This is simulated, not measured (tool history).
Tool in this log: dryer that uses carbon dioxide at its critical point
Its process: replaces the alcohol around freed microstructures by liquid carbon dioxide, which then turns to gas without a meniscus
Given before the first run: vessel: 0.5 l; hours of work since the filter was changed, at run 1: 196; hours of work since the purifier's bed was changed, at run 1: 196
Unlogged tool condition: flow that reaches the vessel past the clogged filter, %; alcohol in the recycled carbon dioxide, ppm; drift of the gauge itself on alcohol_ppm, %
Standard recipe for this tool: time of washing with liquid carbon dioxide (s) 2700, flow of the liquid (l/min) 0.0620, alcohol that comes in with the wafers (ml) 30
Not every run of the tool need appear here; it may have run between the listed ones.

run	hour	time of washing with liquid carbon dioxide (s)	flow of the liquid (l/min)	alcohol that comes in with the wafers (ml)	hours of work since the filter was changed	hours of work since the purifier's bed was changed	alcohol left in the vessel before it's heated (ppm by volume)
1	0.0	2700	0.0620	30	196	196	1262
2	7.1	2700	0.0620	30	198	198	1224
3	18.9	2700	0.0620	30	202	202	1306
4	29.8	3780	0.0620	30	205	205	307
5	42.4	2700	0.0620	30	209	209	1303
6	57.2	2700	0.0564	92	213	213	5389
7	73.6	2700	0.0816	30	219	219	437
8	85.7	2700	0.0711	23	222	222	612

Run 9 has not been measured yet. What should we expect?
9	101.4	2700	0.0711	23	227	227	?

{"run 9": {"alcohol left in the vessel before it's heated (ppm by volume)": 626}}
With the hidden condition absent and the run-to-run variation left alone, this run would have shown alcohol left in the vessel before it's heated (ppm by volume) 398.
